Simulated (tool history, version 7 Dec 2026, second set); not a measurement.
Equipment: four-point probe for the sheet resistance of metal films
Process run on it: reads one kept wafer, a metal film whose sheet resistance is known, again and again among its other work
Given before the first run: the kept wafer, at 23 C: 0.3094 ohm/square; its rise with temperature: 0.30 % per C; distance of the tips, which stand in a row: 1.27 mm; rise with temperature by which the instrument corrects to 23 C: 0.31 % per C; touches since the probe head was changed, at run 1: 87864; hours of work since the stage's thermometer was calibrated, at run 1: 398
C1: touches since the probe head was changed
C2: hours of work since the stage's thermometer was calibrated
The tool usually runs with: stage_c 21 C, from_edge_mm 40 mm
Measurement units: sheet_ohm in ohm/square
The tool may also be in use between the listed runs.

{"run": 1, "hour": 0.0, "stage_c": 21, "from_edge_mm": 40, "C1": 87864, "C2": 398, "sheet_ohm": 0.312952}
{"run": 2, "hour": 59.8, "stage_c": 21, "from_edge_mm": 40, "C1": 90894, "C2": 432, "sheet_ohm": 0.313048}
{"hour": 117.7, "done": "new probe head fitted"}
{"run": 3, "hour": 136.2, "stage_c": 21, "from_edge_mm": 40, "C1": 939, "C2": 476, "sheet_ohm": 0.31035}
{"run": 4, "hour": 191.7, "stage_c": 22, "from_edge_mm": 40, "C1": 3753, "C2": 508, "sheet_ohm": 0.31034}
{"run": 5, "hour": 294.4, "stage_c": 21, "from_edge_mm": 4, "C1": 8960, "C2": 567, "sheet_ohm": 0.326313}
{"run": 6, "hour": 396.5, "stage_c": 21, "from_edge_mm": 53, "C1": 14141, "C2": 625, "sheet_ohm": 0.310517}
{"run": 7, "hour": 459.6, "stage_c": 21, "from_edge_mm": 53, "C1": 17339, "C2": 661, "sheet_ohm": 0.31069}
{"run": 8, "hour": 546.4, "stage_c": 21, "from_edge_mm": 4, "C1": 21740, "C2": 711, "sheet_ohm": 0.32668}
{"run": 9, "hour": 647.3, "stage_c": 21, "from_edge_mm": 43, "C1": 26861, "C2": 769, "sheet_ohm": 0.310818}
{"hour": 658.0, "done": "stage's thermometer calibrated"}
{"run": 10, "hour": 742.6, "stage_c": 21, "from_edge_mm": 43, "C1": 31668, "C2": 49, "sheet_ohm": 0.311177}
{"run": 11, "hour": 845.3, "stage_c": 21, "from_edge_mm": 43, "C1": 36874, "C2": 108, "sheet_ohm": 0.311292}
{"run": 12, "hour": 903.9, "stage_c": 21, "from_edge_mm": 40, "C1": 39847, "C2": 141, "sheet_ohm": 0.311534}
{"run": 13, "hour": 1010.9, "stage_c": 21, "from_edge_mm": 59, "C1": 45274, "C2": 203, "sheet_ohm": 0.311528}
{"run": 14, "hour": 1112.9, "stage_c": 27, "from_edge_mm": 40, "C1": 50446, "C2": 261, "sheet_ohm": 0.311356}
{"hour": 1172.0, "done": "stage's thermometer calibrated, once more"}
{"run": 15, "hour": 1224.3, "stage_c": 23, "from_edge_mm": 52, "C1": 56073, "C2": 30, "sheet_ohm": 0.31119}
{"run": 16, "hour": 1335.0, "stage_c": 26, "from_edge_mm": 64, "C1": 61687, "C2": 94, "sheet_ohm": 0.311275}
{"run": 17, "hour": 1413.8, "stage_c": 26, "from_edge_mm": 64, "C1": 65679, "C2": 139, "sheet_ohm": 0.311285}
{"run": 18, "hour": 1502.6, "stage_c": 18, "from_edge_mm": 6, "C1": 70187, "C2": 190, "sheet_ohm": 0.319197}
{"run": 19, "hour": 1574.4, "stage_c": 25, "from_edge_mm": 26, "C1": 73827, "C2": 231, "sheet_ohm": 0.311975}
{"run": 20, "hour": 1635.8, "stage_c": 25, "from_edge_mm": 17, "C1": 76940, "C2": 266, "sheet_ohm": 0.312488}
{"run": 21, "hour": 1737.1, "stage_c": 25, "from_edge_mm": 17, "C1": 82076, "C2": 324, "sheet_ohm": 0.31263}
{"run": 22, "hour": 1862.0, "stage_c": 22, "from_edge_mm": 17, "C1": 88414, "C2": 396, "sheet_ohm": 0.31301}
{"run": 23, "hour": 1921.1, "stage_c": 30, "from_edge_mm": 43, "C1": 91411, "C2": 430, "sheet_ohm": 0.311871}
{"hour": 1959.4, "done": "new probe head fitted"}
{"run": 24, "hour": 2015.8, "stage_c": 30, "from_edge_mm": 43, "C1": 2859, "C2": 484, "sheet_ohm": 0.309686}
{"run": 25, "hour": 2111.5, "stage_c": 23, "from_edge_mm": 21, "C1": 7711, "C2": 539, "sheet_ohm": 0.31076}
{"run": 26, "hour": 2198.6, "stage_c": 25, "from_edge_mm": 7, "C1": 12130, "C2": 589, "sheet_ohm": 0.31555}
{"run": 27, "hour": 2326.7, "stage_c": 25, "from_edge_mm": 24, "C1": 18626, "C2": 662, "sheet_ohm": 0.31078}

Each row is a separate what-if for the run after 27, all from the same tool condition, not one after another. Results?
{"run": "A", "hour": 2404.6, "stage_c": 30, "from_edge_mm": 68, "C1": 22579, "C2": 707, "sheet_ohm": "?"}
{"run": "B", "hour": 2404.6, "stage_c": 31, "from_edge_mm": 40, "C1": 22579, "C2": 707, "sheet_ohm": "?"}
{"run": "C", "hour": 2404.6, "stage_c": 24, "from_edge_mm": 5, "C1": 22579, "C2": 707, "sheet_ohm": "?"}

run=A sheet_ohm=0.310117
run=B sheet_ohm=0.310220
run=C sheet_ohm=0.320911
What these runs would have given with no unlogged condition in the tool:
run=A sheet_ohm=0.308997
run=B sheet_ohm=0.309100
run=C sheet_ohm=0.319752
